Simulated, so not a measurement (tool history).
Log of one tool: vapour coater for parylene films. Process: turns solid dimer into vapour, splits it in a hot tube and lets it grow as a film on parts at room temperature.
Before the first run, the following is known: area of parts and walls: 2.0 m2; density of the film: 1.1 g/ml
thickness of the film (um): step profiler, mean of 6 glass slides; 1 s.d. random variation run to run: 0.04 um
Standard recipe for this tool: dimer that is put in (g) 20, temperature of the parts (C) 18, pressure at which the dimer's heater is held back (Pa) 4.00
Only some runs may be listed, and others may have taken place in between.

run	day	dimer that is put in (g)	temperature of the parts (C)	pressure at which the dimer's heater is held back (Pa)	thickness of the film (um)
1	0.000	20	18	4.00	4.29
2	1.171	20	18	4.00	4.24
3	1.988	20	18	4.00	4.31
# day 3.217: trap's valve overhauled
4	3.892	20	20	4.00	3.97
5	5.479	20	20	4.00	3.99
6	7.212	20	18	4.00	4.36
7	8.900	20	18	11.15	3.91
8	10.642	20	18	11.15	3.95
9	11.483	20	18	11.15	3.92
10	13.300	20	27	11.15	2.93
11	14.762	20	27	11.15	2.94
12	15.700	20	27	11.15	2.91
13	16.604	20	18	4.00	4.23
# day 17.638: trap's valve overhauled
14	17.638	20	18	4.00	4.21
15	19.042	20	16	4.00	4.60
16	19.962	20	16	4.00	4.58
17	21.350	20	16	4.00	4.58
18	22.138	20	18	8.20	4.02
19	23.921	20	18	8.20	4.05
20	25.108	20	18	8.20	4.07
21	26.129	20	18	8.20	4.08
22	27.421	20	18	8.20	4.08
23	28.221	20	18	8.20	4.04
24	29.533	9	17	3.94	2.00
25	31.262	9	15	3.94	2.13
# day 32.171: trap's valve overhauled
26	33.133	27	18	11.58	5.29
27	34.533	27	18	11.58	5.40
28	35.588	27	18	11.58	5.28
29	36.446	27	18	11.58	5.38
30	37.729	10	25	4.00	1.68
31	39.396	35	20	7.02	6.73
32	41.021	35	20	7.02	6.64
33	42.362	13	13	7.02	3.21
34	43.746	20	30	4.00	2.88
35	45.383	19	30	4.00	2.69
# day 46.662: trap's valve overhauled
36	47.233	16	15	10.24	3.52
37	48.238	16	15	10.24	3.53
38	49.017	9	15	11.99	1.98
39	50.529	9	15	11.99	1.97
40	52.396	23	13	9.57	5.42
41	53.817	20	16	4.24	4.54
42	55.667	8	10	4.24	2.21
43	57.438	8	20	4.24	1.52
44	59.217	20	14	2.59	5.08
45	60.246	11	15	6.85	2.45
# day 61.188: trap's valve overhauled
46	61.738	11	15	6.85	2.51

Each row is a separate what-if for the run after 46, all from the same tool condition, not one after another. Results?
A	62.667	9	18	2.29	?
B	62.667	20	28	8.00	?
C	62.667	11	15	4.20	?

run	thickness of the film (um)
A	1.97
B	2.93
C	2.64
What these runs would have given with no unlogged condition in the tool:
run	thickness of the film (um)
A	1.97
B	2.93
C	2.65
